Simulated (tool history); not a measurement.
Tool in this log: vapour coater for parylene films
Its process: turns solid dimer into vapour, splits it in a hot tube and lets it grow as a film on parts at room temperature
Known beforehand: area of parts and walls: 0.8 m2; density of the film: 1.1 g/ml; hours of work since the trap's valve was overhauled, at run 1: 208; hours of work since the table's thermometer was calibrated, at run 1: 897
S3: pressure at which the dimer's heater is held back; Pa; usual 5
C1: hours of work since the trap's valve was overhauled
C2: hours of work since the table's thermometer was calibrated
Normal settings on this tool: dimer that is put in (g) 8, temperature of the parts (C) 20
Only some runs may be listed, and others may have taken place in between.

Run 1, hour 0: usual settings; C1 208; C2 897. Result: thickness of the film (um) 5.23.
Run 2, hour 40.1: usual settings; C1 239; C2 928. Result: thickness of the film (um) 5.14.
Run 3, hour 79.5: usual settings; C1 269; C2 958. Result: thickness of the film (um) 5.18.
Run 4, hour 122: usual settings; C1 302; C2 990. Result: thickness of the film (um) 5.07.
Run 5, hour 166.5: usual settings; C1 336; C2 1025. Result: thickness of the film (um) 5.13.
Run 6, hour 189.9: usual settings but temperature of the parts (C) 30; C1 354; C2 1043. Result: thickness of the film (um) 3.53.
Run 7, hour 228.8: usual settings but temperature of the parts (C) 30, S3 7.55 Pa; C1 384; C2 1072. Result: thickness of the film (um) 3.31.
Run 8, hour 267.5: usual settings but temperature of the parts (C) 30, S3 7.55 Pa; C1 413; C2 1102. Result: thickness of the film (um) 3.28.
Run 9, hour 298.5: usual settings; C1 437; C2 1126. Result: thickness of the film (um) 4.99.
Run 10, hour 328.9: usual settings; C1 461; C2 1149. Result: thickness of the film (um) 4.92.
Run 11, hour 356.7: usual settings; C1 482; C2 1170. Result: thickness of the film (um) 4.98.
Run 12, hour 393.7: usual settings; C1 510; C2 1199. Result: thickness of the film (um) 4.96.
At hour 437.1: table's thermometer calibrated.
Run 13, hour 438.1: usual settings; C1 544; C2 1. Result: thickness of the film (um) 5.12.
Run 14, hour 474.1: usual settings; C1 571; C2 28. Result: thickness of the film (um) 5.07.
Run 15, hour 502.6: usual settings but S3 11.52 Pa; C1 593; C2 50. Result: thickness of the film (um) 4.42.
Run 16, hour 529.3: usual settings but S3 2.52 Pa; C1 613; C2 71. Result: thickness of the film (um) 5.62.
At hour 559.5: trap's valve overhauled.
Run 17, hour 560.7: usual settings but S3 2.52 Pa; C1 1; C2 92. Result: thickness of the film (um) 6.15.
Run 18, hour 589.7: usual settings but S3 2.52 Pa; C1 23; C2 114. Result: thickness of the film (um) 6.13.
Run 19, hour 628.8: usual settings but S3 2.52 Pa; C1 53; C2 144. Result: thickness of the film (um) 6.16.
Run 20, hour 671: usual settings but temperature of the parts (C) 12, S3 4.26 Pa; C1 86; C2 176. Result: thickness of the film (um) 7.49.
Run 21, hour 711.7: usual settings but temperature of the parts (C) 12, S3 4.26 Pa; C1 117; C2 207. Result: thickness of the film (um) 7.48.
Run 22, hour 744.6: usual settings but dimer that is put in (g) 13, S3 6.2 Pa; C1 142; C2 233. Result: thickness of the film (um) 8.51.
Run 23, hour 783.4: usual settings but dimer that is put in (g) 9, temperature of the parts (C) 13, S3 6.2 Pa; C1 172; C2 262. Result: thickness of the film (um) 7.53.
Run 24, hour 823.8: usual settings but dimer that is put in (g) 11, temperature of the parts (C) 13, S3 6.2 Pa; C1 203; C2 293. Result: thickness of the film (um) 9.15.
Run 25, hour 853.1: usual settings but dimer that is put in (g) 3, temperature of the parts (C) 26; C1 225; C2 316. Result: thickness of the film (um) 1.65.
Run 26, hour 876.9: usual settings but dimer that is put in (g) 10, temperature of the parts (C) 12, S3 4.44 Pa; C1 243; C2 334. Result: thickness of the film (um) 9.16.
Run 27, hour 902.6: usual settings but dimer that is put in (g) 10, temperature of the parts (C) 12, S3 4.44 Pa; C1 263; C2 354. Result: thickness of the film (um) 8.96.
Run 28, hour 945.5: usual settings but dimer that is put in (g) 10, temperature of the parts (C) 15; C1 296; C2 387. Result: thickness of the film (um) 7.92.
Run 29, hour 989.7: usual settings but dimer that is put in (g) 10, temperature of the parts (C) 15; C1 330; C2 421. Result: thickness of the film (um) 7.85.
Run 30, hour 1026.7: usual settings but dimer that is put in (g) 6, temperature of the parts (C) 32, S3 5.89 Pa; C1 358; C2 449. Result: thickness of the film (um) 2.45.
Run 31, hour 1073: usual settings but temperature of the parts (C) 14, S3 9.37 Pa; C1 394; C2 484. Result: thickness of the film (um) 5.9.
Run 32, hour 1112.2: usual settings but dimer that is put in (g) 7, temperature of the parts (C) 31, S3 8.07 Pa; C1 424; C2 515. Result: thickness of the film (um) 2.81.
Run 33, hour 1132.2: usual settings but S3 11.32 Pa; C1 439; C2 530. Result: thickness of the film (um) 4.58.
Run 34, hour 1177.2: usual settings but S3 11.32 Pa; C1 474; C2 564. Result: thickness of the film (um) 4.45.
Run 35, hour 1197.2: usual settings but dimer that is put in (g) 11; C1 489; C2 580. Result: thickness of the film (um) 7.01.
Run 36, hour 1234.1: usual settings but dimer that is put in (g) 11; C1 517; C2 608. Result: thickness of the film (um) 6.87.
Run 37, hour 1277.4: usual settings but dimer that is put in (g) 5, temperature of the parts (C) 13, S3 2.41 Pa; C1 550; C2 641. Result: thickness of the film (um) 4.48.
Run 38, hour 1307.5: usual settings but dimer that is put in (g) 4, temperature of the parts (C) 12, S3 6.51 Pa; C1 573; C2 664. Result: thickness of the film (um) 3.15.

Across each entry between runs, compare the hidden state at the last listed run before it with the hidden state at the first listed run after it:
Logged between run 12 and run 13: table's thermometer calibrated (hour 437.1)
  vapour lost through the trap's worn valve, %: 8.3 -> 8.9; true temperature of the parts over the reading, C: 0.95 -> -0.07
  the result without the hidden state subtracted from the measured one, thickness of the film (um): -0.64 -> -0.48
Logged between run 16 and run 17: trap's valve overhauled (hour 559.5)
  vapour lost through the trap's worn valve, %: 10.1 -> 0.2; true temperature of the parts over the reading, C: -0.02 -> 0
  the result without the hidden state subtracted from the measured one, thickness of the film (um): -0.63 -> -0.01

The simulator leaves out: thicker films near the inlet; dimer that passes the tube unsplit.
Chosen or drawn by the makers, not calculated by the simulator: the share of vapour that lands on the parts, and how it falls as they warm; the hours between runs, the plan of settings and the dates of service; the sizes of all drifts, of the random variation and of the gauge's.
